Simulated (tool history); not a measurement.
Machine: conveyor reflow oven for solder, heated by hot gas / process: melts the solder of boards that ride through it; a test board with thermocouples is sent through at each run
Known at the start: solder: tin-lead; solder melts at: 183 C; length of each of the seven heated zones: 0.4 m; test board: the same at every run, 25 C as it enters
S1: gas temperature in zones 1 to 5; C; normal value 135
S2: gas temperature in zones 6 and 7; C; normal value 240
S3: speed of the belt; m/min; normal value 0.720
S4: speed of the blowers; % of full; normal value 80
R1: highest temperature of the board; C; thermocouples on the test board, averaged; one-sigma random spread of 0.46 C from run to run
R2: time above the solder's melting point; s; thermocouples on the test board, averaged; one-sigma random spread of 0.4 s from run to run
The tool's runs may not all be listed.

run   hour   S1   S2     S3  S4     R1    R2
  1    0.0  135  240  0.720  80  220.7  51.9
  2   37.4  135  240  0.720  80  221.1  51.8
  3   71.8  135  240  0.720  80  221.0  52.8
  4  104.3  121  240  0.720  80  218.4  46.7
  5  123.4  135  240  0.720  80  219.6  52.1
  6  147.3  135  240  0.720  80  220.4  51.0
  7  168.3  135  240  0.720  80  221.0  51.8
  8  206.6  135  240  0.720  80  219.7  51.0
  9  246.6  135  240  0.720  80  219.9  51.4
 10  276.1  135  240  0.720  58  212.7  45.1
     283.9  -- flux residue cleaned out of gas plates and filters
 11  300.8  135  240  0.820  80  214.5  40.4
 12  320.4  129  240  0.720  80  217.3  47.5
 13  349.8  135  240  0.720  54  210.0  42.6
     357.7  -- thermocouples of zones 6 and 7 changed
 14  379.4  135  240  0.720  54  213.1  44.6
 15  408.5  150  246  0.720  55  222.4  56.3
 16  450.7  145  252  0.712  51  224.3  57.0
 17  479.6  135  240  0.823  80  216.2  41.3
     507.8  -- flux residue cleaned out of gas plates and filters, once more
 18  511.0  141  240  0.720  80  225.8  55.7
 19  547.3  144  240  0.720  66  221.9  54.4
 20  583.5  135  240  0.629  69  226.0  63.7
 21  618.2  148  240  0.720  74  224.8  58.3
 22  651.7  135  240  0.679  80  225.7  58.5
 23  671.9  146  234  0.679  80  222.3  59.6
 24  700.5  128  228  0.855  80  206.6  32.0
 25  735.8  143  228  0.728  80  213.9  50.0
 26  765.4  143  228  0.728  80  214.1  49.0
 27  785.9  143  228  0.728  80  214.1  49.4

Each row is a separate what-if for the run after 27, all from the same tool condition, not one after another. Results?
  A  828.8  126  245  0.720  73   ?   ?
  B  828.8  143  241  0.728  80   ?   ?
  C  828.8  143  243  0.815  80   ?   ?

run     R1    R2
  A  224.7  51.5
  B  225.3  56.4
  C  223.5  48.1
With the hidden condition removed and each run's random variation left untouched, the same runs would have given:
run     R1    R2
  A  226.3  52.0
  B  226.8  56.7
  C  225.1  48.5
